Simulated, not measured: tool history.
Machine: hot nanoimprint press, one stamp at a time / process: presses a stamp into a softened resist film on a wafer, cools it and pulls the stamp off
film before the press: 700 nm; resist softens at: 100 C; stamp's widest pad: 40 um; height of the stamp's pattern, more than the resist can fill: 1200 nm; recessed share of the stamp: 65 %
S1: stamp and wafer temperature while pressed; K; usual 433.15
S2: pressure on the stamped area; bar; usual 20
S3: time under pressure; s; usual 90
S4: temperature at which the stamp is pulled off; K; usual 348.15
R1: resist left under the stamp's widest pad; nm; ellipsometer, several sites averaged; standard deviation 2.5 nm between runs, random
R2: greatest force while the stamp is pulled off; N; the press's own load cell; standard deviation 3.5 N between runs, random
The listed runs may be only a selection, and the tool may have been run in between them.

Run 1, hour 0: usual settings. Result: R1 427.9 nm, R2 174 N.
Run 2, hour 8.2: usual settings. Result: R1 427.7 nm, R2 177 N.
Run 3, hour 20: usual settings. Result: R1 431.5 nm, R2 184 N.
Run 4, hour 27.7: usual settings. Result: R1 433.1 nm, R2 189 N.
Run 5, hour 40.1: usual settings but S3 120 s. Result: R1 390.6 nm, R2 181 N.
Run 6, hour 48.6: usual settings but S2 23.3 bar. Result: R1 411.7 nm, R2 195 N.
Run 7, hour 57.5: usual settings but S2 23.3 bar. Result: R1 409.4 nm, R2 195 N.
Run 8, hour 68.5: usual settings but S2 23.3 bar. Result: R1 407.9 nm, R2 195 N.
Run 9, hour 81.2: usual settings but S2 23.3 bar. Result: R1 413.3 nm, R2 195 N.
Run 10, hour 94.7: usual settings but S3 62 s. Result: R1 480.7 nm, R2 200 N.
Run 11, hour 104.3: usual settings but S4 341.15 K. Result: R1 436.2 nm, R2 238 N.
Run 12, hour 117.3: usual settings but S2 20.6 bar. Result: R1 426.5 nm, R2 196 N.
Run 13, hour 129.6: usual settings but S2 20.6 bar. Result: R1 428.9 nm, R2 202 N.
Run 14, hour 135.2: usual settings but S1 427.15 K, S2 20.6 bar. Result: R1 548.7 nm, R2 209 N.
Run 15, hour 143.9: usual settings. Result: R1 433 nm, R2 203 N.
Run 16, hour 155.8: usual settings but S3 109 s. Result: R1 408.8 nm, R2 204 N.
At hour 163.3: plate thermocouple calibrated.
Run 17, hour 164.7: usual settings but S3 109 s. Result: R1 386.1 nm, R2 207 N.
Run 18, hour 171.1: usual settings but S3 109 s. Result: R1 382.3 nm, R2 207 N.
Run 19, hour 179.9: usual settings but S3 109 s. Result: R1 382.2 nm, R2 209 N.
At hour 189: stamp cleaned and given a new release coat.
Run 20, hour 198.6: usual settings but S3 109 s. Result: R1 384.5 nm, R2 171 N.
Run 21, hour 207.2: usual settings but S3 78 s, S4 343.15 K. Result: R1 427.5 nm, R2 192 N.
Run 22, hour 214.3: usual settings but S3 77 s, S4 344.15 K. Result: R1 433.8 nm, R2 188 N.
At hour 227.9: press's hydraulic seals changed and the load cell set to zero.
Run 23, hour 234.6: usual settings but S3 77 s, S4 344.15 K. Result: R1 426 nm, R2 183 N.
Run 24, hour 240.2: usual settings but S2 23.1 bar, S3 77 s, S4 344.15 K. Result: R1 406.3 nm, R2 193 N.
Run 25, hour 252: usual settings but S2 23.1 bar, S3 77 s, S4 344.15 K. Result: R1 405 nm, R2 189 N.
Run 26, hour 265.5: usual settings but S2 23.1 bar, S3 77 s, S4 344.15 K. Result: R1 402.1 nm, R2 187 N.
Run 27, hour 275.8: usual settings but S1 426.15 K, S2 17.2 bar, S3 78 s, S4 354.15 K. Result: R1 567.7 nm, R2 153 N.
Run 28, hour 288.8: usual settings but S3 78 s. Result: R1 424.8 nm, R2 185 N.
Run 29, hour 300: usual settings but S4 338.15 K. Result: R1 405.1 nm, R2 234 N.
Run 30, hour 312.3: usual settings but S4 338.15 K. Result: R1 407.8 nm, R2 225 N.

Predict each of these 3 candidate next runs independently; none follows another, all start after run 30:
Run A, hour 324.3: usual settings but S1 439.15 K, S3 82 s, S4 338.15 K. Result: R1 ?, R2 ?.
Run B, hour 324.3: usual settings but S3 132 s, S4 338.15 K. Result: R1 ?, R2 ?.
Run C, hour 324.3: usual settings but S1 437.15 K, S2 25.2 bar, S4 351.15 K. Result: R1 ?, R2 ?.

run     R1   R2
  A  316.2  242
  B  361.2  234
  C  299.2  176
With the hidden condition removed and each run's random variation left untouched, the same runs would have given:
run     R1   R2
  A  315.3  211
  B  360.4  204
  C  298.1  153
